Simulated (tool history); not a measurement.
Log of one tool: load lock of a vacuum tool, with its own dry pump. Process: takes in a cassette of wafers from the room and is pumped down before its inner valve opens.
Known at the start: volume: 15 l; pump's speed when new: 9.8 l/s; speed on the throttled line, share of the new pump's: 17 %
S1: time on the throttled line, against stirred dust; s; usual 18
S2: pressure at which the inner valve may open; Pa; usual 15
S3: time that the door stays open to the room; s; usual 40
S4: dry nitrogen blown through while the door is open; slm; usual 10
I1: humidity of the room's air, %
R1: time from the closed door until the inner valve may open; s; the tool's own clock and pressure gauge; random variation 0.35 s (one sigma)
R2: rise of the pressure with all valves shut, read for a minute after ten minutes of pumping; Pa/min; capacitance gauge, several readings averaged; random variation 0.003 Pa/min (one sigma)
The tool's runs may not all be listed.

run	hour	S1	S2	S3	S4	I1	R1	R2
1	0	18	15	40	10	43.5	28.9	0.059
2	152.7	18	15	40	10	44.8	29.1	0.063
3	326.6	18	15	40	10	44.2	29.6	0.064
4	547.1	18	27	40	10	45.8	28.6	0.065
5	718.9	18	27	40	10	47.9	29	0.064
6	872.5	18	15	40	10	49.9	29.3	0.065
7	1055	18	15	40	10	46.1	29.7	0.068
8	1199.3	18	15	40	10	42.9	29.5	0.068
9	1401.2	18	15	40	10	42.3	29.6	0.068
10	1628.9	18	15	40	10	42.5	29.2	0.068
11	1838	18	15	40	12	45.1	29.9	0.066
12	2011.5	18	15	40	12	44.5	29.9	0.07
13	2193.1	18	15	40	14	47.8	29.9	0.07
14	2295.4	13	15	40	14	48.4	25.5	0.072
15	2483.9	13	15	40	14	45	25.6	0.068
16	2704.5	17	13	49	9	45.8	29	0.082
17	2908.4	18	23	219	5	46.5	29.4	0.156
18	3115.3	18	23	219	5	47.6	29	0.167
19	3338.5	18	23	219	5	45.4	29.4	0.159
20	3445.6	14	24	55	8	46.8	26	0.094
21	3555.4	18	23	40	10	45.4	29.1	0.085
22	3697.4	29	23	40	10	45.4	38.1	0.089
23	3815.7	18	15	223	10	48.8	30.2	0.157
24	3932	18	29	223	28	46	29.6	0.12
25	4048.9	18	15	117	28	46.4	29.9	0.101
26	4213.6	18	15	117	28	40.1	29.6	0.092
27	4424	18	19	58	28	46.5	29.2	0.079
28	4592.5	18	10	58	28	42.8	31	0.082
29	4717.2	18	10	58	9	46.2	31.2	0.105

Some steps in R1 between neighbouring runs. How much of each would the tool show without its hidden state too (settings, what came in, random variation), and how much is left for the hidden state, with any gauge scatter that isn't in both results?
The hidden state here: pump's speed, % of a new pump's; leak at the door's seal, Pa l/s; drift of the gauge itself on ready_s, %; drift of the gauge itself on rise_pa_min, %.
Run 21 -> 22: S1 18 -> 29. R1 +9 s: hidden state -0.3, all else +9.3.
Run 22 -> 23: S1 29 -> 18, S2 23 -> 15, S3 40 -> 223. R1 -7.9 s: hidden state +0.4, all else -8.3.
